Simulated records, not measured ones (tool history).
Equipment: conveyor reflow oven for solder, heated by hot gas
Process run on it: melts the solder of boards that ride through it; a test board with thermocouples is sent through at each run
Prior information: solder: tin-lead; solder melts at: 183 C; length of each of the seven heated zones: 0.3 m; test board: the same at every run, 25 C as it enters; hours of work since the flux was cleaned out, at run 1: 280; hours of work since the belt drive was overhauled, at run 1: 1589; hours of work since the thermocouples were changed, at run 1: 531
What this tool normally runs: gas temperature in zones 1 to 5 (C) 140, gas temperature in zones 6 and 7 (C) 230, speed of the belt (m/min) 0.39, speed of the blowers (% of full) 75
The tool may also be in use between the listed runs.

run,hour,gas temperature in zones 1 to 5 (C),gas temperature in zones 6 and 7 (C),speed of the belt (m/min),speed of the blowers (% of full),hours of work since the flux was cleaned out,hours of work since the belt drive was overhauled,hours of work since the thermocouples were changed,highest temperature of the board (C),time above the solder's melting point (s)
1,0,140,230,0.39,75,280,1589,531,217.5,72.3
2,60.6,140,230,0.39,75,318,1628,569,216.1,71.9
3,135.9,140,230,0.39,75,366,1675,617,216.2,71.2
4,189.8,140,221,0.39,75,400,1709,651,208.1,63.4
5,267.3,140,221,0.39,75,449,1758,700,207.8,62.7
# hour 299: belt drive overhauled, speed set with a stopwatch
# hour 340.5: flux residue cleaned out of gas plates and filters
6,355.5,150,230,0.39,75,9,33,750,219.8,78.5
7,438.5,150,230,0.39,75,62,85,802,219.5,78.3
8,489.3,140,226,0.351,65,94,117,834,215.2,77.1
9,543.3,144,221,0.415,68,128,151,868,207.1,57.2
10,588.9,128,236,0.373,85,157,180,897,223.8,76.3
# hour 598.2: thermocouples of zones 6 and 7 changed
11,647.1,128,236,0.373,85,192,216,31,222.7,74.4
12,690.4,138,238,0.333,87,220,243,58,228.5,94.7
13,760.8,138,238,0.38,60,264,287,103,219.5,73.5

Forecast each of these 3 alternatives for the next run:
A,830,142,219,0.39,75,308,331,146,?,?
B,830,142,231,0.39,75,308,331,146,?,?
C,830,129,238,0.38,71,308,331,146,?,?

run,highest temperature of the board (C),time above the solder's melting point (s)
A,205,59.5
B,216.2,70.5
C,220,70.7
Without the tool's unlogged condition, the same runs would have read:
run,highest temperature of the board (C),time above the solder's melting point (s)
A,207.2,63.2
B,218.7,73.1
C,222.9,73.3
